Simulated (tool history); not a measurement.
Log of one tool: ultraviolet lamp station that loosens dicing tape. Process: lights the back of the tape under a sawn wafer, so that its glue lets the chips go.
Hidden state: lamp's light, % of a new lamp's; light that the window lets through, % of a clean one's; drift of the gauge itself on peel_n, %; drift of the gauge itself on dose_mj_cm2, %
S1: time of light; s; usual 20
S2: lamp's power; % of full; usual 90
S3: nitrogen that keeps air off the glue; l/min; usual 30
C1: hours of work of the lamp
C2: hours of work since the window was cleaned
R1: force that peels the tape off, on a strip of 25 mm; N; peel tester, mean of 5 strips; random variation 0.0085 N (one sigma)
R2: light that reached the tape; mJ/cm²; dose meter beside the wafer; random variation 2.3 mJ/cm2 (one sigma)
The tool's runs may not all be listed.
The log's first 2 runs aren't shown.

run 3 hour=40.9 | S1=20 S2=90 S3=30 | C1=85 C2=113 | R1=0.384 R2=213
run 4 hour=73.5 | S1=20 S2=90 S3=30 | C1=105 C2=133 | R1=0.405 R2=212
run 5 hour=103.1 | S1=20 S2=90 S3=30 | C1=124 C2=151 | R1=0.411 R2=210
run 6 hour=121.6 | S1=20 S2=90 S3=30 | C1=135 C2=162 | R1=0.414 R2=212
run 7 hour=136.1 | S1=20 S2=90 S3=30 | C1=144 C2=171 | R1=0.409 R2=208
run 8 hour=150.4 | S1=20 S2=90 S3=30 | C1=153 C2=180 | R1=0.433 R2=207
run 9 hour=178.6 | S1=20 S2=64 S3=30 | C1=170 C2=198 | R1=0.767 R2=150
run 10 hour=200.7 | S1=35 S2=90 S3=30 | C1=184 C2=211 | R1=0.160 R2=361
run 11 hour=219.4 | S1=35 S2=90 S3=30 | C1=195 C2=223 | R1=0.164 R2=362
run 12 hour=243.3 | S1=35 S2=90 S3=30 | C1=210 C2=238 | R1=0.161 R2=352
run 13 hour=270.3 | S1=20 S2=90 S3=11 | C1=227 C2=254 | R1=0.806 R2=202
run 14 hour=300.8 | S1=20 S2=94 S3=30 | C1=245 C2=273 | R1=0.426 R2=207
run 15 hour=320.8 | S1=20 S2=90 S3=30 | C1=258 C2=285 | R1=0.463 R2=200
run 16 hour=346.9 | S1=20 S2=90 S3=30 | C1=274 C2=301 | R1=0.480 R2=194
run 17 hour=365.7 | S1=20 S2=90 S3=32 | C1=286 C2=313 | R1=0.450 R2=196
run 18 hour=392.5 | S1=20 S2=77 S3=19 | C1=302 C2=330 | R1=0.775 R2=166
run 19 hour=411.9 | S1=18 S2=99 S3=45 | C1=314 C2=342 | R1=0.413 R2=191
run 20 hour=432.4 | S1=20 S2=91 S3=15 | C1=327 C2=354 | R1=0.736 R2=197
run 21 hour=451.3 | S1=20 S2=86 S3=56 | C1=338 C2=366 | R1=0.387 R2=179
-- hour=464.7 window cleaned of glue's vapour
run 22 hour=480.8 | S1=20 S2=86 S3=56 | C1=356 C2=10 | R1=0.315 R2=208
run 23 hour=494.4 | S1=20 S2=64 S3=30 | C1=365 C2=18 | R1=0.703 R2=150
run 24 hour=509.0 | S1=20 S2=89 S3=19 | C1=374 C2=27 | R1=0.523 R2=210
run 25 hour=527.6 | S1=20 S2=89 S3=19 | C1=385 C2=39 | R1=0.529 R2=214

Forecast run 26:
run 26 hour=558.1 | S1=20 S2=96 S3=19 | C1=404 C2=58 | R1=? R2=?

{"run 26": {"R1": 0.454, "R2": 232}}
Without the tool's hidden state the same run would have given R1 0.392 N, R2 251 mJ/cm².
